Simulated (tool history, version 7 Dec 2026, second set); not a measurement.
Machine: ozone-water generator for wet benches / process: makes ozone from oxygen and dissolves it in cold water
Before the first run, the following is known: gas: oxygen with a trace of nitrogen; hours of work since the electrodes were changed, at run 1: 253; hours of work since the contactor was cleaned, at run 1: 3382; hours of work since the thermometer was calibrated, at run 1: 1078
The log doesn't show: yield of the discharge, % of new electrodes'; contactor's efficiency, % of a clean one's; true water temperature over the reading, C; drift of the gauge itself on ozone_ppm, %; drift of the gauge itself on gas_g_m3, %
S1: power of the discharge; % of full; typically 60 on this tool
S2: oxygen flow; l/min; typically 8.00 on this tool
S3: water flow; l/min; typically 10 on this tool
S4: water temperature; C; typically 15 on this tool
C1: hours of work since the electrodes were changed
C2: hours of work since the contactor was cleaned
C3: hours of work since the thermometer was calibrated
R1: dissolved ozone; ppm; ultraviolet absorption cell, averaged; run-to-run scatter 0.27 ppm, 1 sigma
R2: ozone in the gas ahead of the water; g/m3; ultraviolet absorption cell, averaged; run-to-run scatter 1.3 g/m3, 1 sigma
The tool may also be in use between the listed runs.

| run | day | S1 | S2 | S3 | S4 | C1 | C2 | C3 | R1 | R2 |
|---|---|---|---|---|---|---|---|---|---|---|
| 1 | 0.000 | 60 | 8.00 | 10 | 15 | 253 | 3382 | 1078 | 40.0 | 229.3 |
| 2 | 1.488 | 60 | 8.71 | 10 | 15 | 276 | 3404 | 1101 | 39.8 | 221.1 |
| 3 | 2.858 | 60 | 8.00 | 10 | 15 | 296 | 3425 | 1121 | 39.4 | 230.3 |
| 4 | 4.738 | 63 | 8.00 | 10 | 15 | 325 | 3453 | 1150 | 41.1 | 235.7 |
| 5 | 6.329 | 60 | 8.00 | 10 | 15 | 349 | 3477 | 1174 | 40.5 | 228.5 |
| 6 | 8.371 | 60 | 8.00 | 10 | 15 | 379 | 3508 | 1204 | 39.9 | 228.0 |
| 7 | 9.683 | 60 | 8.00 | 10 | 15 | 399 | 3528 | 1224 | 39.9 | 231.7 |
| 8 | 11.629 | 60 | 8.00 | 10 | 15 | 429 | 3557 | 1254 | 39.9 | 229.5 |
| 9 | 13.525 | 63 | 8.00 | 10 | 13 | 457 | 3586 | 1282 | 43.0 | 236.6 |
| 10 | 14.758 | 60 | 7.73 | 10 | 19 | 476 | 3604 | 1301 | 36.2 | 234.3 |
| 11 | 16.358 | 76 | 12.49 | 10 | 19 | 500 | 3628 | 1325 | 38.3 | 218.3 |
| 12 | 17.275 | 76 | 12.49 | 10 | 19 | 514 | 3642 | 1339 | 38.3 | 219.1 |
| 13 | 18.246 | 80 | 8.00 | 12 | 15 | 528 | 3657 | 1353 | 42.7 | 272.3 |
| 14 | 19.408 | 75 | 8.00 | 12 | 15 | 546 | 3674 | 1371 | 41.0 | 261.5 |
| 15 | 21.425 | 75 | 8.65 | 12 | 20 | 576 | 3705 | 1401 | 36.3 | 253.7 |
| 16 | 23.529 | 61 | 8.65 | 10 | 23 | 608 | 3737 | 1433 | 33.0 | 222.2 |

Here are 3 independent what-if runs from the current tool condition. What would each one return?
| A | 24.517 | 60 | 8.00 | 10 | 9 | 623 | 3751 | 1448 | ? | ? |
| B | 24.517 | 61 | 8.65 | 8 | 23 | 623 | 3751 | 1448 | ? | ? |
| C | 24.517 | 60 | 8.00 | 9 | 8 | 623 | 3751 | 1448 | ? | ? |

| run | R1 | R2 |
|---|---|---|
| A | 45.6 | 228.4 |
| B | 36.7 | 224.2 |
| C | 48.9 | 227.5 |
What these runs would have given with no unlogged condition in the tool:
| run | R1 | R2 |
|---|---|---|
| A | 47.6 | 230.6 |
| B | 38.2 | 226.3 |
| C | 51.0 | 229.7 |

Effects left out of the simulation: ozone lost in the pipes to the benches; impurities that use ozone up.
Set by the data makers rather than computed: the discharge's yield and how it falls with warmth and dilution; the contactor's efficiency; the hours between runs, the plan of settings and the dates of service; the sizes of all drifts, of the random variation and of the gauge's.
